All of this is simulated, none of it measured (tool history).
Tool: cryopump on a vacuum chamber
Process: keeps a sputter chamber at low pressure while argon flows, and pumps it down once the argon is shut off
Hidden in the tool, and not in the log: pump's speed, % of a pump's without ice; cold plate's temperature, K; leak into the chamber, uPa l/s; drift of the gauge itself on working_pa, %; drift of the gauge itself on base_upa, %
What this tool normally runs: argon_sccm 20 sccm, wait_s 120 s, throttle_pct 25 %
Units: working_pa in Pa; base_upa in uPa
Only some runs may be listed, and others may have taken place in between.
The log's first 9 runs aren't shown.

| run | hour | argon_sccm | wait_s | throttle_pct | hours of work since the pump was warmed up and emptied | hours of work since the cold head was overhauled | hours of work since the chamber's fittings were tightened | working_pa | base_upa |
|---|---|---|---|---|---|---|---|---|---|
| 10 | 283.7 | 20 | 120 | 25 | 512 | 512 | 603 | 0.059 | 0.84 |
| 11 | 321.7 | 20 | 120 | 25 | 528 | 528 | 619 | 0.0576 | 0.86 |
| 12 | 361.7 | 20 | 120 | 25 | 545 | 545 | 635 | 0.0577 | 0.89 |
| 13 | 385.3 | 20 | 120 | 25 | 555 | 555 | 645 | 0.0579 | 0.89 |
| 14 | 417.6 | 20 | 61 | 25 | 568 | 568 | 659 | 0.0589 | 1.08 |
| 15 | 447.5 | 20 | 61 | 25 | 581 | 581 | 671 | 0.059 | 1.18 |
| 16 | 481.9 | 20 | 120 | 25 | 595 | 595 | 686 | 0.0584 | 0.89 |
| 17 | 498.1 | 24 | 120 | 25 | 602 | 602 | 693 | 0.07 | 0.92 |
| 18 | 528.5 | 20 | 144 | 25 | 615 | 615 | 706 | 0.0585 | 0.87 |
| 19 | 555.6 | 34 | 157 | 50 | 626 | 626 | 717 | 0.0517 | 0.87 |
| 20 | 578.4 | 36 | 37 | 25 | 636 | 636 | 726 | 0.106 | 1.61 |
| 21 | 613.2 | 36 | 37 | 25 | 650 | 650 | 741 | 0.1068 | 1.6 |
| 22 | 634.9 | 20 | 153 | 57 | 660 | 660 | 750 | 0.0274 | 0.87 |
| 23 | 670.5 | 20 | 24 | 24 | 675 | 675 | 765 | 0.0604 | 2.19 |
| 24 | 688.7 | 20 | 98 | 23 | 682 | 682 | 773 | 0.0647 | 1.02 |
| 25 | 721.6 | 20 | 98 | 23 | 696 | 696 | 787 | 0.0639 | 1.11 |
| 26 | 742 | 13 | 120 | 27 | 705 | 705 | 795 | 0.0358 | 1.03 |
| 27 | 775.4 | 20 | 120 | 17 | 719 | 719 | 809 | 0.0867 | 1 |
| 28 | 813.1 | 20 | 120 | 17 | 735 | 735 | 825 | 0.0859 | 1.05 |
| 29 | 844.6 | 21 | 73 | 56 | 748 | 748 | 838 | 0.0293 | 1.22 |
| 30 | 883.5 | 38 | 114 | 25 | 764 | 764 | 855 | 0.1121 | 1.05 |
| 31 | 916.4 | 38 | 114 | 25 | 778 | 778 | 869 | 0.1128 | 1.08 |
| 32 | 940.8 | 19 | 120 | 25 | 788 | 788 | 879 | 0.0577 | 1.06 |
| 33 | 964 | 13 | 120 | 33 | 798 | 798 | 889 | 0.0304 | 1.08 |
| 34 | 991 | 13 | 120 | 33 | 809 | 809 | 900 | 0.0307 | 1.08 |

Each row is a separate what-if for the run after 34, all from the same tool condition, not one after another. Results?
| A | 1007.9 | 19 | 120 | 25 | 816 | 816 | 907 | ? | ? |
| B | 1007.9 | 13 | 47 | 21 | 816 | 816 | 907 | ? | ? |
| C | 1007.9 | 17 | 120 | 27 | 816 | 816 | 907 | ? | ? |
| D | 1007.9 | 20 | 51 | 25 | 816 | 816 | 907 | ? | ? |

| run | working_pa | base_upa |
|---|---|---|
| A | 0.0568 | 1.07 |
| B | 0.0458 | 1.52 |
| C | 0.0469 | 1.06 |
| D | 0.0603 | 1.51 |
Without the tool's hidden state the same runs would have given:
| run | working_pa | base_upa |
|---|---|---|
| A | 0.0529 | 0.39 |
| B | 0.0432 | 0.84 |
| C | 0.0435 | 0.37 |
| D | 0.0563 | 0.82 |
